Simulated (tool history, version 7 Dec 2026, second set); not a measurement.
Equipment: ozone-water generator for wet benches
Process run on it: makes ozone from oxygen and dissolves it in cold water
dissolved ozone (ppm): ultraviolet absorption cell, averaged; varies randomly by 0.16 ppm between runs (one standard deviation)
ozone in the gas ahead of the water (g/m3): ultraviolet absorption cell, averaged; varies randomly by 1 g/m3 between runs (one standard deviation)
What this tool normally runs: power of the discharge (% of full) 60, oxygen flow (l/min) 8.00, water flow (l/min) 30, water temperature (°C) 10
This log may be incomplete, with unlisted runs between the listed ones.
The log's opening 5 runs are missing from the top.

run,day,power of the discharge (% of full),oxygen flow (l/min),water flow (l/min),water temperature (°C),hours of work since the electrodes were changed,hours of work since the contactor was cleaned,hours of work since the thermometer was calibrated,dissolved ozone (ppm),ozone in the gas ahead of the water (g/m3)
6,7.038,60,4.71,23,10,1099,3408,2468,25.1,241.5
7,8.042,60,4.71,23,10,1116,3425,2485,24.8,244.9
8,9.371,90,8.00,30,10,1138,3447,2507,26.0,231.1
9,10.496,90,8.00,30,10,1156,3465,2526,25.6,234.2
10,12.171,60,8.00,44,10,1184,3493,2553,13.2,180.1
11,13.821,60,8.00,44,10,1211,3520,2580,13.3,180.6
12,15.200,60,8.00,44,10,1234,3543,2603,13.5,179.8
# day 15.554: gauge calibrated
13,16.025,60,8.00,30,10,1248,3556,2617,19.9,174.6
14,16.850,60,8.00,24,10,1261,3570,2631,24.7,176.2
15,17.933,60,8.00,24,10,1279,3588,2648,24.6,176.9
16,18.971,60,8.00,30,8,1296,3605,2666,20.2,179.3
17,19.696,60,8.00,30,8,1308,3617,2678,20.3,177.4
18,20.675,60,8.00,30,8,1325,3633,2694,20.5,177.4
19,22.083,60,8.00,30,9,1348,3657,2717,20.4,180.2

Run 20 has not been measured yet. What should we expect?
20,23.858,62,11.27,23,6,1377,3686,2746,?,?

dissolved ozone (ppm): 27.2
ozone in the gas ahead of the water (g/m3): 148.8
On a tool with no hidden condition, and with the same random variation, this run would have come out at dissolved ozone (ppm) 27.3, ozone in the gas ahead of the water (g/m3) 146.5.
